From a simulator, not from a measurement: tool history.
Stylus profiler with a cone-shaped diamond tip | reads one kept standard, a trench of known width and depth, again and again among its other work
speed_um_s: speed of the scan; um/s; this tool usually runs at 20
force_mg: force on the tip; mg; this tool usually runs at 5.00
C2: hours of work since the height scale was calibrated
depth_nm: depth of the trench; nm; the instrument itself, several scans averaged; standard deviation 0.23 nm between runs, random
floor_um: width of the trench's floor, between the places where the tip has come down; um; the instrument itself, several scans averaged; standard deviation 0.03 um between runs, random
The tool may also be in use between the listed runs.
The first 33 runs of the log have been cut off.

run 34 hour=1753.3 | speed_um_s=26 force_mg=2.06 | scans_with_this_tip=3434 C2=319 | depth_nm=1010.52 floor_um=25.34
run 35 hour=1810.9 | speed_um_s=8 force_mg=13.94 | scans_with_this_tip=3871 C2=359 | depth_nm=1035.74 floor_um=25.42
run 36 hour=1861.1 | speed_um_s=38 force_mg=4.05 | scans_with_this_tip=4252 C2=395 | depth_nm=1016.12 floor_um=25.31
run 37 hour=1895.4 | speed_um_s=68 force_mg=7.43 | scans_with_this_tip=4513 C2=419 | depth_nm=1023.41 floor_um=25.17
run 38 hour=1956.9 | speed_um_s=31 force_mg=5.01 | scans_with_this_tip=4979 C2=462 | depth_nm=1018.61 floor_um=25.27
run 39 hour=1996.5 | speed_um_s=5 force_mg=3.65 | scans_with_this_tip=5280 C2=490 | depth_nm=1015.01 floor_um=25.32
run 40 hour=2070.7 | speed_um_s=49 force_mg=5.09 | scans_with_this_tip=5843 C2=542 | depth_nm=1018.88 floor_um=25.10
run 41 hour=2144.1 | speed_um_s=18 force_mg=2.51 | scans_with_this_tip=6400 C2=594 | depth_nm=1012.84 floor_um=25.13
run 42 hour=2213.4 | speed_um_s=7 force_mg=9.98 | scans_with_this_tip=6926 C2=643 | depth_nm=1028.71 floor_um=25.14
run 43 hour=2286.4 | speed_um_s=7 force_mg=9.98 | scans_with_this_tip=7480 C2=694 | depth_nm=1028.96 floor_um=25.05

Predict the results of run 44:
run 44 hour=2318.3 | speed_um_s=36 force_mg=5.00 | scans_with_this_tip=7722 C2=717 | depth_nm=? floor_um=?

depth_nm: 1018.81 nm
floor_um: 24.92 um
With the hidden condition absent and the run-to-run variation left alone, this run would have shown depth_nm 1016.98 nm, floor_um 25.87 um.

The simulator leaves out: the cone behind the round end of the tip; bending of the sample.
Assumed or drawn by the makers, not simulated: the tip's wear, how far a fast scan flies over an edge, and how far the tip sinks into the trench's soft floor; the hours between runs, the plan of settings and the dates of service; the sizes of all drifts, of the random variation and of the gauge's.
